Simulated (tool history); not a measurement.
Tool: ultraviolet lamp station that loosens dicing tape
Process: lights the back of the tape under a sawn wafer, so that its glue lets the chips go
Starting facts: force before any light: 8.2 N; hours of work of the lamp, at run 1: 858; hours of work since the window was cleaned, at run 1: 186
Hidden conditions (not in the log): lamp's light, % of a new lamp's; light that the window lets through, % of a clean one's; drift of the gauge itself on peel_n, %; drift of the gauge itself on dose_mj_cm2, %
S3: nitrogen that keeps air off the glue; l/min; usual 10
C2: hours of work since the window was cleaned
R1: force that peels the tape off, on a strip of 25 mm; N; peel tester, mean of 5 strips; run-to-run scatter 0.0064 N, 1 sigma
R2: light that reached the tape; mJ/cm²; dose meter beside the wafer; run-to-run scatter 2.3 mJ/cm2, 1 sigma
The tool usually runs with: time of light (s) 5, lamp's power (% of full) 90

{"run": 1, "hour": 0.0, "time of light (s)": 5, "lamp's power (% of full)": 90, "S3": 10, "hours of work of the lamp": 858, "C2": 186, "R1": 0.437, "R2": 162}
{"run": 2, "hour": 75.6, "time of light (s)": 5, "lamp's power (% of full)": 90, "S3": 10, "hours of work of the lamp": 896, "C2": 224, "R1": 0.438, "R2": 156}
{"run": 3, "hour": 147.9, "time of light (s)": 5, "lamp's power (% of full)": 90, "S3": 10, "hours of work of the lamp": 932, "C2": 260, "R1": 0.466, "R2": 154}
{"hour": 172.5, "done": "window cleaned of glue's vapour"}
{"run": 4, "hour": 201.0, "time of light (s)": 5, "lamp's power (% of full)": 90, "S3": 10, "hours of work of the lamp": 959, "C2": 14, "R1": 0.352, "R2": 174}
{"run": 5, "hour": 236.8, "time of light (s)": 5, "lamp's power (% of full)": 90, "S3": 10, "hours of work of the lamp": 977, "C2": 32, "R1": 0.36, "R2": 171}
{"run": 6, "hour": 312.6, "time of light (s)": 5, "lamp's power (% of full)": 90, "S3": 10, "hours of work of the lamp": 1015, "C2": 71, "R1": 0.387, "R2": 163}
{"hour": 334.4, "done": "lamp changed"}
{"run": 7, "hour": 396.5, "time of light (s)": 6, "lamp's power (% of full)": 94, "S3": 4, "hours of work of the lamp": 31, "C2": 113, "R1": 0.305, "R2": 262}
{"run": 8, "hour": 439.8, "time of light (s)": 6, "lamp's power (% of full)": 94, "S3": 4, "hours of work of the lamp": 53, "C2": 135, "R1": 0.301, "R2": 258}
{"run": 9, "hour": 523.4, "time of light (s)": 5, "lamp's power (% of full)": 82, "S3": 15, "hours of work of the lamp": 95, "C2": 177, "R1": 0.233, "R2": 179}
{"run": 10, "hour": 587.0, "time of light (s)": 2, "lamp's power (% of full)": 88, "S3": 19, "hours of work of the lamp": 128, "C2": 209, "R1": 1.221, "R2": 76}
{"run": 11, "hour": 633.8, "time of light (s)": 2, "lamp's power (% of full)": 88, "S3": 19, "hours of work of the lamp": 151, "C2": 233, "R1": 1.322, "R2": 76}
{"run": 12, "hour": 675.6, "time of light (s)": 2, "lamp's power (% of full)": 66, "S3": 12, "hours of work of the lamp": 172, "C2": 254, "R1": 2.588, "R2": 58}

Some steps in R1, run to run, broken into two amounts with sign: the step expected even without the hidden condition (settings, incoming material, random variation), and the rest, left for the hidden condition together with whatever gauge scatter is not in both the measured and the hidden-condition-free result:
Run 9 -> 10: time of light (s) 5 -> 2, lamp's power (% of full) 82 -> 88, S3 15 -> 19. R1 +0.988 N: hidden state +0.276, all else +0.712.
Run 11 -> 12: lamp's power (% of full) 88 -> 66, S3 19 -> 12. R1 +1.266 N: hidden state +0.216, all else +1.05.
